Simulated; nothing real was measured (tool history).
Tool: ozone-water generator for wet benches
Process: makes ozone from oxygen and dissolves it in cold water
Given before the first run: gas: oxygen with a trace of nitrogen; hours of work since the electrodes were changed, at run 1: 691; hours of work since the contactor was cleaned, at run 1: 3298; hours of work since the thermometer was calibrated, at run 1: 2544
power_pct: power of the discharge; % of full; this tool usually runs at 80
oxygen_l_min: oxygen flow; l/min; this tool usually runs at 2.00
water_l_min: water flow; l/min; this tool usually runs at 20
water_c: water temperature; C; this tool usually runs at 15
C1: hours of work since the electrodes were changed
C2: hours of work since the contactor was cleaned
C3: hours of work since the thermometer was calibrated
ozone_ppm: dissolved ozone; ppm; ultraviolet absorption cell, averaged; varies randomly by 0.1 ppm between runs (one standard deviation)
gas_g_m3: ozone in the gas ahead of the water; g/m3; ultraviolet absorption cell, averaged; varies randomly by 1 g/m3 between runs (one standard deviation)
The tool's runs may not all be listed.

run 1 hour=0.0 | power_pct=80 oxygen_l_min=2.00 water_l_min=20 water_c=15 | C1=691 C2=3298 C3=2544 | ozone_ppm=7.1 gas_g_m3=175.5
run 2 hour=29.4 | power_pct=80 oxygen_l_min=2.00 water_l_min=20 water_c=15 | C1=717 C2=3324 C3=2571 | ozone_ppm=7.1 gas_g_m3=174.7
run 3 hour=75.1 | power_pct=80 oxygen_l_min=2.00 water_l_min=20 water_c=15 | C1=758 C2=3365 C3=2612 | ozone_ppm=7.3 gas_g_m3=174.8
run 4 hour=108.9 | power_pct=80 oxygen_l_min=2.00 water_l_min=20 water_c=9 | C1=788 C2=3395 C3=2642 | ozone_ppm=7.6 gas_g_m3=173.3
run 5 hour=170.5 | power_pct=80 oxygen_l_min=2.00 water_l_min=20 water_c=9 | C1=843 C2=3450 C3=2697 | ozone_ppm=7.6 gas_g_m3=173.7
run 6 hour=228.2 | power_pct=80 oxygen_l_min=2.00 water_l_min=20 water_c=9 | C1=895 C2=3502 C3=2749 | ozone_ppm=7.6 gas_g_m3=173.2
run 7 hour=259.2 | power_pct=80 oxygen_l_min=2.00 water_l_min=20 water_c=15 | C1=923 C2=3530 C3=2776 | ozone_ppm=7.3 gas_g_m3=173.3
run 8 hour=319.8 | power_pct=80 oxygen_l_min=2.00 water_l_min=22 water_c=15 | C1=977 C2=3584 C3=2831 | ozone_ppm=6.3 gas_g_m3=174.6
run 9 hour=369.5 | power_pct=80 oxygen_l_min=2.00 water_l_min=22 water_c=15 | C1=1022 C2=3628 C3=2875 | ozone_ppm=6.3 gas_g_m3=174.2
run 10 hour=429.4 | power_pct=80 oxygen_l_min=2.00 water_l_min=20 water_c=15 | C1=1075 C2=3682 C3=2929 | ozone_ppm=7.4 gas_g_m3=171.8
run 11 hour=479.4 | power_pct=80 oxygen_l_min=2.00 water_l_min=20 water_c=15 | C1=1120 C2=3727 C3=2974 | ozone_ppm=7.2 gas_g_m3=174.8
run 12 hour=528.4 | power_pct=80 oxygen_l_min=2.00 water_l_min=20 water_c=15 | C1=1164 C2=3771 C3=3018 | ozone_ppm=7.2 gas_g_m3=174.8
run 13 hour=587.7 | power_pct=43 oxygen_l_min=1.72 water_l_min=20 water_c=10 | C1=1217 C2=3824 C3=3071 | ozone_ppm=4.0 gas_g_m3=112.1
run 14 hour=641.3 | power_pct=43 oxygen_l_min=1.72 water_l_min=20 water_c=10 | C1=1265 C2=3872 C3=3119 | ozone_ppm=4.1 gas_g_m3=110.8
run 15 hour=675.7 | power_pct=80 oxygen_l_min=2.00 water_l_min=15 water_c=10 | C1=1296 C2=3903 C3=3149 | ozone_ppm=10.6 gas_g_m3=171.8
run 16 hour=731.8 | power_pct=80 oxygen_l_min=2.00 water_l_min=15 water_c=10 | C1=1346 C2=3953 C3=3200 | ozone_ppm=10.5 gas_g_m3=172.6
run 17 hour=780.3 | power_pct=80 oxygen_l_min=2.00 water_l_min=15 water_c=10 | C1=1389 C2=3996 C3=3243 | ozone_ppm=10.5 gas_g_m3=172.7
run 18 hour=823.4 | power_pct=80 oxygen_l_min=2.00 water_l_min=15 water_c=10 | C1=1428 C2=4035 C3=3282 | ozone_ppm=10.6 gas_g_m3=172.1
run 19 hour=875.9 | power_pct=41 oxygen_l_min=2.00 water_l_min=20 water_c=8 | C1=1475 C2=4082 C3=3329 | ozone_ppm=4.2 gas_g_m3=99.4
run 20 hour=914.0 | power_pct=64 oxygen_l_min=1.19 water_l_min=23 water_c=12 | C1=1509 C2=4116 C3=3363 | ozone_ppm=4.0 gas_g_m3=183.4
run 21 hour=972.3 | power_pct=96 oxygen_l_min=1.69 water_l_min=19 water_c=8 | C1=1561 C2=4168 C3=3415 | ozone_ppm=8.6 gas_g_m3=215.7
run 22 hour=1015.6 | power_pct=96 oxygen_l_min=1.69 water_l_min=19 water_c=21 | C1=1600 C2=4207 C3=3454 | ozone_ppm=7.9 gas_g_m3=215.0
run 23 hour=1045.7 | power_pct=96 oxygen_l_min=1.69 water_l_min=19 water_c=21 | C1=1627 C2=4234 C3=3481 | ozone_ppm=8.1 gas_g_m3=216.2
run 24 hour=1076.5 | power_pct=50 oxygen_l_min=1.86 water_l_min=32 water_c=14 | C1=1655 C2=4262 C3=3508 | ozone_ppm=2.4 gas_g_m3=120.0

5 options for the next run, each taken on its own from the tool as it stands now. Forecast them:
run A hour=1129.1 | power_pct=80 oxygen_l_min=2.69 water_l_min=20 water_c=15 | C1=1702 C2=4309 C3=3555 | ozone_ppm=? gas_g_m3=?
run B hour=1129.1 | power_pct=49 oxygen_l_min=3.25 water_l_min=31 water_c=15 | C1=1702 C2=4309 C3=3555 | ozone_ppm=? gas_g_m3=?
run C hour=1129.1 | power_pct=80 oxygen_l_min=2.00 water_l_min=31 water_c=15 | C1=1702 C2=4309 C3=3555 | ozone_ppm=? gas_g_m3=?
run D hour=1129.1 | power_pct=58 oxygen_l_min=1.86 water_l_min=32 water_c=9 | C1=1702 C2=4309 C3=3555 | ozone_ppm=? gas_g_m3=?
run E hour=1129.1 | power_pct=47 oxygen_l_min=2.00 water_l_min=20 water_c=8 | C1=1702 C2=4309 C3=3555 | ozone_ppm=? gas_g_m3=?

run=A ozone_ppm=7.5 gas_g_m3=148.7
run=B ozone_ppm=3.1 gas_g_m3=91.1
run=C ozone_ppm=3.9 gas_g_m3=173.7
run=D ozone_ppm=2.9 gas_g_m3=136.9
run=E ozone_ppm=4.8 gas_g_m3=112.7
Take away the tool's hidden state, keep each run's random variation, and the runs would have read:
run=A ozone_ppm=8.2 gas_g_m3=152.9
run=B ozone_ppm=3.4 gas_g_m3=92.7
run=C ozone_ppm=4.3 gas_g_m3=178.5
run=D ozone_ppm=3.2 gas_g_m3=139.8
run=E ozone_ppm=5.1 gas_g_m3=114.5

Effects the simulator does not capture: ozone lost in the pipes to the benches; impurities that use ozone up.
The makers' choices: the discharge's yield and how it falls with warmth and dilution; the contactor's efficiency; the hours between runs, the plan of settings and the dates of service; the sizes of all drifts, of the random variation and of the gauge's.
